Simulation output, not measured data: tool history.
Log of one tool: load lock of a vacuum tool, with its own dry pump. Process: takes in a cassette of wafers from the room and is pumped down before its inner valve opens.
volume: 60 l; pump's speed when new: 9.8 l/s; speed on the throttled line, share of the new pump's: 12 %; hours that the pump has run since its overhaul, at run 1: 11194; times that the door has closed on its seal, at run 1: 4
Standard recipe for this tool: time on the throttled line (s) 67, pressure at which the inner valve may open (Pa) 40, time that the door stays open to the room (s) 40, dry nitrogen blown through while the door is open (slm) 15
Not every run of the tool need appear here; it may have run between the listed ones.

run,hour,time on the throttled line (s),pressure at which the inner valve may open (Pa),time that the door stays open to the room (s),dry nitrogen blown through while the door is open (slm),hours that the pump has run since its overhaul,times that the door has closed on its seal,"incoming humidity of the room's air, %",time from the closed door until the inner valve may open (s),rise of the pressure with all valves shut (Pa/min)
1,0,67,40,40,15,11194,4,41.5,114.5,0.039
2,187.9,94,40,40,15,11382,373,41.1,137.9,0.038
3,280.8,94,40,40,15,11475,556,47.3,137.2,0.045
4,383.5,94,40,40,15,11577,758,44.9,138.9,0.04
# hour 471.5: dry pump taken out, an overhauled one fitted
5,519.3,67,40,130,15,48,1013,44.6,107.3,0.074
6,692.3,67,40,130,15,221,1353,45.6,107.1,0.083
7,792.6,67,30,40,15,321,1551,47.5,109.8,0.046
8,948.4,67,30,40,15,477,1857,44,109.5,0.04
9,1117.6,67,40,40,15,646,2190,47.6,108,0.051
10,1257.1,67,40,40,15,786,2464,44.8,107.4,0.047
11,1398.1,67,40,40,15,927,2741,45.8,107.8,0.049
12,1505.1,43,38,86,13,1034,2952,43.8,87.6,0.067
13,1652.9,96,63,86,9,1181,3243,43.7,130.2,0.073
14,1752,101,42,40,15,1281,3438,44.8,137.9,0.046
15,1910,101,42,40,15,1439,3748,45,137.9,0.047
16,2036.5,67,40,40,32,1565,3997,44.1,108.2,0.039
17,2185.5,67,40,224,33,1714,4290,47.5,107.9,0.082
18,2301.4,64,43,224,33,1830,4518,43,106.5,0.077

A few steps of time from the closed door until the inner valve may open (s) between consecutive runs. Split each: what settings, incoming material and random variation would produce without the hidden state, and what is left over for the hidden state, along with gauge scatter present in only one of the two compared results (measured, and without hidden state):
Hidden conditions of the tool in this case: pump's speed, % of a new pump's; leak at the door's seal, Pa l/s; drift of the gauge itself on ready_s, %; drift of the gauge itself on rise_pa_min, %.
Run 4 -> 5: time on the throttled line (s) 94 -> 67, time that the door stays open to the room (s) 40 -> 130, dry pump taken out, an overhauled one fitted. time from the closed door until the inner valve may open (s) -31.6: hidden state -7.3, all else -24.3.
Run 12 -> 13: time on the throttled line (s) 43 -> 96, pressure at which the inner valve may open (Pa) 38 -> 63, dry nitrogen blown through while the door is open (slm) 13 -> 9. time from the closed door until the inner valve may open (s) +42.6: hidden state -0.1, all else +42.7.

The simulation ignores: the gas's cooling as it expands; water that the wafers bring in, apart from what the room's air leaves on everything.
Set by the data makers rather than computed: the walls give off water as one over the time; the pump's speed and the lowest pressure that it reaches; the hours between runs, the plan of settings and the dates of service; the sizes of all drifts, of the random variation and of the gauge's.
